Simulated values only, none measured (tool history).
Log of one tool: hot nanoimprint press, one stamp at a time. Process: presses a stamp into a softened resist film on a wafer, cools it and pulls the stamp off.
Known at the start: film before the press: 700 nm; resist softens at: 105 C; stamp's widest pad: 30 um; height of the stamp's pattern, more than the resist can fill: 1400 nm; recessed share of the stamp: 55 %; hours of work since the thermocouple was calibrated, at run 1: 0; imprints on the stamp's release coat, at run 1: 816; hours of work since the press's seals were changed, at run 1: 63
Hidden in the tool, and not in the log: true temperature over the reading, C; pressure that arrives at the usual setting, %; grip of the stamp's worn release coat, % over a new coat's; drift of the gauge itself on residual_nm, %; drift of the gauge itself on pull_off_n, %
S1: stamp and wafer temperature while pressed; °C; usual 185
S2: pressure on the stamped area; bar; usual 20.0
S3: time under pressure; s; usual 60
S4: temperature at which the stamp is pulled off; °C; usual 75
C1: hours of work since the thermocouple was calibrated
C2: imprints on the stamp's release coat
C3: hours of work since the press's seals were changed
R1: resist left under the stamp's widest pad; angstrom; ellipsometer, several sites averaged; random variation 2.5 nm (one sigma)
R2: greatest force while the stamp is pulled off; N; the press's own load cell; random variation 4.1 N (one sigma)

| run | day | S1 | S2 | S3 | S4 | C1 | C2 | C3 | R1 | R2 |
|---|---|---|---|---|---|---|---|---|---|---|
| 1 | 0.000 | 185 | 20.0 | 60 | 75 | 0 | 816 | 63 | 4070 | 234 |
| 2 | 2.625 | 185 | 20.0 | 60 | 75 | 37 | 967 | 100 | 4119 | 242 |
|  | 3.550 | stamp cleaned and given a new release coat |
| 3 | 4.296 | 185 | 20.0 | 60 | 75 | 57 | 43 | 120 | 4108 | 201 |
| 4 | 5.729 | 185 | 20.0 | 60 | 75 | 77 | 125 | 140 | 4117 | 209 |
| 5 | 7.879 | 185 | 20.0 | 60 | 75 | 107 | 248 | 171 | 4136 | 217 |
| 6 | 9.171 | 185 | 20.0 | 60 | 75 | 126 | 322 | 189 | 4185 | 219 |
| 7 | 11.308 | 185 | 20.0 | 60 | 75 | 156 | 445 | 219 | 4164 | 221 |
| 8 | 14.100 | 196 | 20.0 | 60 | 75 | 195 | 605 | 258 | 2711 | 228 |
| 9 | 15.500 | 196 | 20.0 | 60 | 75 | 215 | 686 | 278 | 2750 | 234 |
| 10 | 17.167 | 196 | 24.2 | 60 | 75 | 238 | 781 | 302 | 2539 | 245 |
| 11 | 18.396 | 196 | 24.2 | 60 | 75 | 255 | 852 | 319 | 2545 | 241 |
|  | 21.383 | stamp cleaned and given a new release coat |
| 12 | 21.525 | 196 | 24.2 | 60 | 75 | 296 | 8 | 359 | 2553 | 204 |
| 13 | 24.342 | 185 | 24.8 | 60 | 75 | 336 | 170 | 399 | 3963 | 209 |
| 14 | 26.546 | 188 | 20.0 | 60 | 75 | 367 | 296 | 430 | 3847 | 219 |
| 15 | 29.288 | 185 | 20.0 | 60 | 75 | 405 | 453 | 469 | 4382 | 222 |
|  | 30.112 | plate thermocouple calibrated |
| 16 | 31.842 | 184 | 28.6 | 62 | 80 | 24 | 593 | 503 | 4134 | 217 |
| 17 | 33.229 | 184 | 28.6 | 62 | 80 | 44 | 672 | 522 | 4149 | 224 |
| 18 | 35.433 | 184 | 28.6 | 62 | 80 | 75 | 799 | 553 | 4142 | 227 |
| 19 | 37.388 | 184 | 28.6 | 62 | 80 | 102 | 911 | 581 | 4135 | 236 |
|  | 38.321 | press's hydraulic seals changed and the load cell set to zero |
| 20 | 39.146 | 190 | 28.6 | 52 | 80 | 123 | 993 | 12 | 3467 | 246 |
|  | 39.662 | stamp cleaned and given a new release coat |
|  | 40.275 | plate thermocouple calibrated, once more |
| 21 | 42.412 | 190 | 28.6 | 52 | 80 | 30 | 151 | 52 | 3012 | 191 |
| 22 | 44.079 | 176 | 20.0 | 60 | 75 | 54 | 246 | 76 | 5398 | 213 |
| 23 | 46.533 | 183 | 20.0 | 63 | 75 | 88 | 387 | 110 | 4312 | 213 |
| 24 | 49.158 | 183 | 20.0 | 63 | 75 | 125 | 538 | 147 | 4299 | 231 |
| 25 | 50.629 | 180 | 20.0 | 45 | 75 | 146 | 622 | 168 | 5138 | 237 |
| 26 | 52.629 | 185 | 20.0 | 60 | 67 | 174 | 737 | 196 | 4099 | 267 |
| 27 | 54.483 | 185 | 26.3 | 56 | 67 | 200 | 843 | 222 | 3792 | 266 |
| 28 | 56.562 | 174 | 26.9 | 32 | 74 | 229 | 963 | 252 | 6010 | 250 |
|  | 57.496 | stamp cleaned and given a new release coat |
| 29 | 58.496 | 174 | 26.9 | 32 | 74 | 253 | 57 | 275 | 5964 | 215 |
| 30 | 60.329 | 188 | 17.6 | 118 | 75 | 279 | 163 | 301 | 3103 | 206 |

Forecast each of these 3 alternatives for the next run:
| A | 62.808 | 173 | 21.2 | 118 | 69 | 314 | 305 | 336 | ? | ? |
| B | 62.808 | 190 | 20.0 | 60 | 66 | 314 | 305 | 336 | ? | ? |
| C | 62.808 | 178 | 23.8 | 118 | 75 | 314 | 305 | 336 | ? | ? |

| run | R1 | R2 |
|---|---|---|
| A | 5225 | 242 |
| B | 3495 | 244 |
| C | 4181 | 218 |
Without the tool's hidden state the same runs would have given:
| run | R1 | R2 |
|---|---|---|
| A | 5003 | 220 |
| B | 3308 | 223 |
| C | 3952 | 198 |
